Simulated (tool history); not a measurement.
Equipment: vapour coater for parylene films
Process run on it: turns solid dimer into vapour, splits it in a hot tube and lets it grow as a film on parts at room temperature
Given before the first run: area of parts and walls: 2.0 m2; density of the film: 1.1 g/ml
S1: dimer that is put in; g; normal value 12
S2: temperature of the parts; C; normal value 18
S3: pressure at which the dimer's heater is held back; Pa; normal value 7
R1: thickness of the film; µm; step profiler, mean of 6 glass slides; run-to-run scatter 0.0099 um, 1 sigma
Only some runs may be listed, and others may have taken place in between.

{"run": 1, "day": 0.0, "S1": 12, "S2": 18, "S3": 7, "R1": 3.084}
{"run": 2, "day": 0.258, "S1": 12, "S2": 18, "S3": 7, "R1": 3.081}
{"run": 3, "day": 0.567, "S1": 12, "S2": 18, "S3": 7, "R1": 3.092}
{"run": 4, "day": 0.838, "S1": 12, "S2": 18, "S3": 7, "R1": 3.076}
{"run": 5, "day": 1.475, "S1": 12, "S2": 18, "S3": 7, "R1": 3.076}
{"run": 6, "day": 1.846, "S1": 12, "S2": 18, "S3": 7, "R1": 3.07}
{"run": 7, "day": 2.425, "S1": 6, "S2": 18, "S3": 7, "R1": 1.54}
{"run": 8, "day": 2.9, "S1": 8, "S2": 12, "S3": 7, "R1": 2.275}
{"run": 9, "day": 3.338, "S1": 7, "S2": 28, "S3": 7.77, "R1": 1.537}
{"run": 10, "day": 3.629, "S1": 18, "S2": 19, "S3": 5.75, "R1": 4.605}
{"day": 3.838, "done": "trap's valve overhauled"}
{"run": 11, "day": 4.175, "S1": 12, "S2": 13, "S3": 7, "R1": 3.326}
{"run": 12, "day": 4.7, "S1": 12, "S2": 13, "S3": 7, "R1": 3.353}
{"run": 13, "day": 5.225, "S1": 12, "S2": 24, "S3": 3.54, "R1": 2.956}

What if the next run were any one of these 4? Each begins from the tool's condition after run 13:
{"run": "A", "day": 5.6, "S1": 8, "S2": 18, "S3": 9.63, "R1": "?"}
{"run": "B", "day": 5.6, "S1": 12, "S2": 26, "S3": 3.54, "R1": "?"}
{"run": "C", "day": 5.6, "S1": 12, "S2": 17, "S3": 4.15, "R1": "?"}
{"run": "D", "day": 5.6, "S1": 7, "S2": 18, "S3": 7, "R1": "?"}

run=A R1=2.014
run=B R1=2.871
run=C R1=3.269
run=D R1=1.801
The same runs, with their run-to-run variation unchanged, on a tool lacking any hidden condition would have given:
run=A R1=1.999
run=B R1=2.85
run=C R1=3.245
run=D R1=1.788
